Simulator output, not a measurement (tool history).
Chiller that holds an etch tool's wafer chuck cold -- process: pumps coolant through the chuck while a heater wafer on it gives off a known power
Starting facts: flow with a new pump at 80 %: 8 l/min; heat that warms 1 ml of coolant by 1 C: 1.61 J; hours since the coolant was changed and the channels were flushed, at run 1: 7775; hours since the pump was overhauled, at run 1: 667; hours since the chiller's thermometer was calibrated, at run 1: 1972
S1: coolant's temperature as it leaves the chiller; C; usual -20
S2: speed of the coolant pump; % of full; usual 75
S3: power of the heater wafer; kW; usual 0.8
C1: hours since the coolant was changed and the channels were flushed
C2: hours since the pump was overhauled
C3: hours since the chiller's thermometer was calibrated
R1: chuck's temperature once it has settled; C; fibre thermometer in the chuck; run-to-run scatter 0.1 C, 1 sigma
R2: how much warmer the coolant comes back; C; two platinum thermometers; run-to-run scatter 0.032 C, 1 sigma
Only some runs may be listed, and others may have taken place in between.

run 1 hour=0 | S1=-20 S2=75 S3=0.8 | C1=7775 C2=667 C3=1972 | R1=-13.5 R2=4.01
run 2 hour=38.7 | S1=-20 S2=75 S3=0.8 | C1=7813 C2=705 C3=2011 | R1=-13.4 R2=3.98
run 3 hour=69 | S1=-20 S2=75 S3=0.795 | C1=7844 C2=736 C3=2041 | R1=-13.7 R2=3.91
-- hour=89.8 coolant changed, channels flushed
run 4 hour=117.2 | S1=-20 S2=75 S3=0.795 | C1=27 C2=778 C3=2083 | R1=-13.5 R2=3.97
run 5 hour=160.2 | S1=-20 S2=75 S3=0.795 | C1=70 C2=821 C3=2126 | R1=-13.6 R2=3.98
run 6 hour=206 | S1=-20 S2=75 S3=0.795 | C1=116 C2=867 C3=2172 | R1=-13.6 R2=3.98
run 7 hour=228.3 | S1=-20 S2=75 S3=0.795 | C1=139 C2=889 C3=2195 | R1=-13.6 R2=4.01
run 8 hour=272.5 | S1=-14 S2=75 S3=0.8 | C1=183 C2=933 C3=2239 | R1=-7.5 R2=4.06
run 9 hour=326.8 | S1=-14 S2=75 S3=0.8 | C1=237 C2=988 C3=2293 | R1=-7.5 R2=4.07
run 10 hour=353.4 | S1=-20 S2=65 S3=0.8 | C1=264 C2=1014 C3=2320 | R1=-12.8 R2=4.71
run 11 hour=394.2 | S1=-20 S2=75 S3=1.123 | C1=304 C2=1055 C3=2360 | R1=-10.8 R2=5.72
run 12 hour=422.3 | S1=-20 S2=75 S3=0.967 | C1=332 C2=1083 C3=2389 | R1=-12.2 R2=4.96
run 13 hour=461.6 | S1=-20 S2=75 S3=0.967 | C1=372 C2=1122 C3=2428 | R1=-12 R2=4.96
run 14 hour=497.6 | S1=-20 S2=75 S3=0.967 | C1=408 C2=1158 C3=2464 | R1=-12.1 R2=4.94
run 15 hour=537.6 | S1=-20 S2=75 S3=0.967 | C1=448 C2=1198 C3=2504 | R1=-12.1 R2=4.97
run 16 hour=562.1 | S1=-20 S2=75 S3=0.8 | C1=472 C2=1223 C3=2528 | R1=-13.5 R2=4.13
run 17 hour=594.4 | S1=-20 S2=75 S3=0.8 | C1=505 C2=1255 C3=2561 | R1=-13.5 R2=4.14
run 18 hour=624.5 | S1=-20 S2=86 S3=0.666 | C1=535 C2=1285 C3=2591 | R1=-15.1 R2=3.05
run 19 hour=663.9 | S1=-17 S2=86 S3=0.924 | C1=574 C2=1325 C3=2630 | R1=-10.4 R2=4.24
run 20 hour=688.2 | S1=-22 S2=95 S3=0.804 | C1=598 C2=1349 C3=2654 | R1=-16.5 R2=3.3
run 21 hour=718.3 | S1=-22 S2=94 S3=0.804 | C1=628 C2=1379 C3=2685 | R1=-16.6 R2=3.39
run 22 hour=758.5 | S1=-22 S2=94 S3=0.804 | C1=669 C2=1419 C3=2725 | R1=-16.4 R2=3.41
run 23 hour=783.6 | S1=-20 S2=76 S3=0.556 | C1=694 C2=1444 C3=2750 | R1=-15.5 R2=2.98
run 24 hour=811.8 | S1=-27 S2=88 S3=0.435 | C1=722 C2=1473 C3=2778 | R1=-24 R2=2.04
run 25 hour=844.7 | S1=-19 S2=75 S3=0.507 | C1=755 C2=1505 C3=2811 | R1=-15 R2=2.75
run 26 hour=880.9 | S1=-17 S2=72 S3=0.962 | C1=791 C2=1542 C3=2847 | R1=-9.1 R2=5.21
run 27 hour=914.5 | S1=-17 S2=72 S3=0.962 | C1=825 C2=1575 C3=2881 | R1=-8.8 R2=5.23
run 28 hour=937.5 | S1=-11 S2=89 S3=0.8 | C1=848 C2=1598 C3=2904 | R1=-5.2 R2=3.6
run 29 hour=969 | S1=-11 S2=89 S3=0.8 | C1=879 C2=1630 C3=2935 | R1=-5.3 R2=3.64
run 30 hour=1019.4 | S1=-14 S2=87 S3=0.442 | C1=930 C2=1680 C3=2986 | R1=-10.9 R2=2.18
run 31 hour=1061.9 | S1=-14 S2=87 S3=0.442 | C1=972 C2=1723 C3=3028 | R1=-10.9 R2=2.19

Predict each of these 3 candidate next runs independently; none follows another, all start after run 31:
run A hour=1097.4 | S1=-19 S2=72 S3=0.568 | C1=1008 C2=1758 C3=3064 | R1=? R2=?
run B hour=1097.4 | S1=-18 S2=75 S3=1.088 | C1=1008 C2=1758 C3=3064 | R1=? R2=?
run C hour=1097.4 | S1=-14 S2=87 S3=0.78 | C1=1008 C2=1758 C3=3064 | R1=? R2=?

run=A R1=-14 R2=3.26
run=B R1=-9.1 R2=5.74
run=C R1=-8.3 R2=3.68
Take away the tool's hidden state, keep each run's random variation, and the runs would have read:
run=A R1=-14 R2=2.94
run=B R1=-9.1 R2=5.42
run=C R1=-8.3 R2=3.36
